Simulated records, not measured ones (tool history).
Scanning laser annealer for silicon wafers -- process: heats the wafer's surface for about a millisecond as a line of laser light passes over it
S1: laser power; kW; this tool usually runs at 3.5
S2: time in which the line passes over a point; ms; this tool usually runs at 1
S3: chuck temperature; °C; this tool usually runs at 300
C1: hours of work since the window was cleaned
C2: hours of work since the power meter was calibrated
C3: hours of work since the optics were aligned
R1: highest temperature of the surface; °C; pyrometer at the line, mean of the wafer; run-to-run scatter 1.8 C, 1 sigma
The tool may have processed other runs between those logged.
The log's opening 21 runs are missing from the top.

run 22 hour=911.5 | S1=3.5 S2=1 S3=300 | C1=298 C2=2599 C3=1725 | R1=1007
run 23 hour=944.3 | S1=3.5 S2=0.96 S3=300 | C1=322 C2=2623 C3=1749 | R1=988
-- hour=961.7 optics aligned, line set to its width
-- hour=972 window over the wafer cleaned
run 24 hour=1013.3 | S1=3.5 S2=0.96 S3=300 | C1=30 C2=2668 C3=36 | R1=1041
run 25 hour=1050.2 | S1=3.374 S2=1.22 S3=300 | C1=57 C2=2695 C3=63 | R1=1080
run 26 hour=1091 | S1=3.644 S2=1 S3=316 | C1=87 C2=2724 C3=93 | R1=1102
run 27 hour=1160.5 | S1=3.401 S2=1.06 S3=336 | C1=137 C2=2775 C3=143 | R1=1068
run 28 hour=1221.9 | S1=3.401 S2=1.06 S3=336 | C1=182 C2=2819 C3=188 | R1=1066
run 29 hour=1283.9 | S1=3.401 S2=0.79 S3=290 | C1=227 C2=2864 C3=233 | R1=926
run 30 hour=1337.9 | S1=3.514 S2=1.22 S3=300 | C1=266 C2=2904 C3=272 | R1=1098
run 31 hour=1387.6 | S1=3.74 S2=1 S3=315 | C1=302 C2=2940 C3=308 | R1=1102
-- hour=1436.8 window over the wafer cleaned
run 32 hour=1449.4 | S1=3.5 S2=1 S3=334 | C1=9 C2=2983 C3=352 | R1=1082
run 33 hour=1504.3 | S1=3.5 S2=1.09 S3=290 | C1=49 C2=3023 C3=391 | R1=1065
run 34 hour=1544.1 | S1=3.746 S2=0.82 S3=340 | C1=78 C2=3052 C3=420 | R1=1083
run 35 hour=1592 | S1=3.5 S2=1 S3=302 | C1=113 C2=3087 C3=455 | R1=1043
run 36 hour=1656.3 | S1=3.821 S2=0.83 S3=288 | C1=160 C2=3134 C3=502 | R1=1043
run 37 hour=1701.7 | S1=3.821 S2=0.83 S3=288 | C1=193 C2=3167 C3=535 | R1=1045
run 38 hour=1766 | S1=3.305 S2=0.73 S3=283 | C1=239 C2=3213 C3=582 | R1=876
run 39 hour=1831.8 | S1=3.731 S2=0.72 S3=311 | C1=287 C2=3261 C3=629 | R1=986
run 40 hour=1893.7 | S1=3.173 S2=1 S3=327 | C1=332 C2=3306 C3=674 | R1=958
-- hour=1900.2 window over the wafer cleaned
run 41 hour=1950.1 | S1=3.5 S2=0.91 S3=316 | C1=36 C2=3346 C3=714 | R1=1023

What if the next run were any one of these 3? Each begins from the tool's condition after run 41:
run A hour=2001 | S1=3.5 S2=1.11 S3=300 | C1=73 C2=3383 C3=751 | R1=?
run B hour=2001 | S1=3.5 S2=0.91 S3=275 | C1=73 C2=3383 C3=751 | R1=?
run C hour=2001 | S1=3.5 S2=1 S3=320 | C1=73 C2=3383 C3=751 | R1=?

run=A R1=1070
run=B R1=981
run=C R1=1054
The same runs, with their run-to-run variation unchanged, on a tool lacking any hidden condition would have given:
run=A R1=1102
run=B R1=1010
run=C R1=1085
